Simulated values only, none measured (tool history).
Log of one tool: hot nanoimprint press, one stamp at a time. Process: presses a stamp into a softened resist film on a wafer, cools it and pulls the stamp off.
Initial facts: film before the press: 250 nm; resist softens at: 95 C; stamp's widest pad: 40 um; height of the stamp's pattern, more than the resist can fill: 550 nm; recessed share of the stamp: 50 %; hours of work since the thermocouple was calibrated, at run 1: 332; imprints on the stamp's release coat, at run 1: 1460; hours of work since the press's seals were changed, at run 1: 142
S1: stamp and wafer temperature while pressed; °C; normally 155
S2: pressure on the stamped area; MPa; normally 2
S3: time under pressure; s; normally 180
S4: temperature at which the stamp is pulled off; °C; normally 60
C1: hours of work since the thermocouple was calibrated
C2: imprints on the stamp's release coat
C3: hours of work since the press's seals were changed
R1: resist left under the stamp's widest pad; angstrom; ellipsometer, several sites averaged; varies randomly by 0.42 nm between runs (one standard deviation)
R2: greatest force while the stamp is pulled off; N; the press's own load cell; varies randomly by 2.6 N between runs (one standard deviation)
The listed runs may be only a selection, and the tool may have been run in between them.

| run | hour | S1 | S2 | S3 | S4 | C1 | C2 | C3 | R1 | R2 |
|---|---|---|---|---|---|---|---|---|---|---|
| 1 | 0 | 155 | 2 | 180 | 60 | 332 | 1460 | 142 | 1103 | 165 |
| 2 | 59 | 155 | 2 | 180 | 67 | 357 | 1600 | 167 | 1094 | 158 |
| 3 | 99.2 | 155 | 2 | 180 | 60 | 375 | 1696 | 185 | 1089 | 175 |
| 4 | 161.9 | 155 | 2 | 322 | 60 | 402 | 1845 | 212 | 874 | 176 |
| 5 | 195.6 | 155 | 2 | 180 | 60 | 417 | 1925 | 226 | 1086 | 187 |
| 6 | 230.5 | 155 | 2 | 180 | 60 | 432 | 2008 | 242 | 1090 | 198 |
| 7 | 260 | 155 | 2 | 180 | 60 | 444 | 2079 | 254 | 1090 | 193 |
|  | 296 | stamp cleaned and given a new release coat |
| 8 | 315.1 | 166 | 2 | 180 | 60 | 466 | 45 | 276 | 738 | 119 |
|  | 335.1 | plate thermocouple calibrated |
| 9 | 354.7 | 156 | 2 | 180 | 60 | 8 | 132 | 291 | 1088 | 121 |
| 10 | 411.5 | 156 | 2 | 180 | 60 | 33 | 268 | 316 | 1088 | 126 |
| 11 | 442.4 | 156 | 2 | 144 | 60 | 46 | 341 | 329 | 1192 | 132 |
| 12 | 502.8 | 156 | 2 | 144 | 60 | 73 | 485 | 356 | 1184 | 131 |
| 13 | 553.1 | 155 | 2 | 180 | 60 | 94 | 604 | 377 | 1129 | 139 |
| 14 | 611.8 | 155 | 2 | 180 | 60 | 120 | 744 | 403 | 1134 | 142 |
| 15 | 654.2 | 155 | 2 | 180 | 60 | 138 | 845 | 421 | 1125 | 150 |
| 16 | 691.6 | 157 | 1.55 | 180 | 67 | 154 | 934 | 437 | 1170 | 131 |
| 17 | 756 | 157 | 1.55 | 180 | 67 | 182 | 1087 | 465 | 1173 | 134 |
| 18 | 799.7 | 144 | 1.55 | 180 | 67 | 201 | 1191 | 484 | 1779 | 140 |
| 19 | 859.3 | 147 | 2.33 | 209 | 45 | 227 | 1333 | 510 | 1338 | 206 |
| 20 | 924.4 | 163 | 1.82 | 139 | 60 | 255 | 1488 | 538 | 978 | 170 |
| 21 | 973.6 | 155 | 1.72 | 165 | 60 | 276 | 1605 | 559 | 1235 | 168 |
| 22 | 1016.4 | 155 | 1.67 | 180 | 50 | 295 | 1706 | 578 | 1209 | 217 |
| 23 | 1073.3 | 148 | 1.78 | 109 | 60 | 320 | 1842 | 603 | 1730 | 185 |
| 24 | 1103.1 | 146 | 2 | 216 | 60 | 332 | 1913 | 615 | 1452 | 185 |
| 25 | 1159.1 | 154 | 2 | 106 | 60 | 357 | 2046 | 640 | 1385 | 184 |
|  | 1207.1 | stamp cleaned and given a new release coat |
| 26 | 1222.2 | 154 | 2.27 | 322 | 60 | 381 | 35 | 664 | 870 | 117 |
| 27 | 1263.7 | 151 | 1.24 | 132 | 67 | 399 | 134 | 682 | 1688 | 106 |
| 28 | 1307 | 155 | 2 | 131 | 60 | 418 | 237 | 701 | 1250 | 120 |
| 29 | 1347.1 | 155 | 2 | 131 | 60 | 435 | 333 | 718 | 1244 | 124 |

What if the next run were any one of these 3? Each begins from the tool's condition after run 29:
| A | 1387.6 | 155 | 3.11 | 146 | 60 | 453 | 429 | 736 | ? | ? |
| B | 1387.6 | 155 | 1.59 | 180 | 60 | 453 | 429 | 736 | ? | ? |
| C | 1387.6 | 155 | 2 | 114 | 60 | 453 | 429 | 736 | ? | ? |

| run | R1 | R2 |
|---|---|---|
| A | 984 | 127 |
| B | 1218 | 133 |
| C | 1296 | 132 |
Stripped of hidden state, with their random variation kept, the same runs would have yielded:
| run | R1 | R2 |
|---|---|---|
| A | 984 | 115 |
| B | 1241 | 120 |
| C | 1313 | 120 |
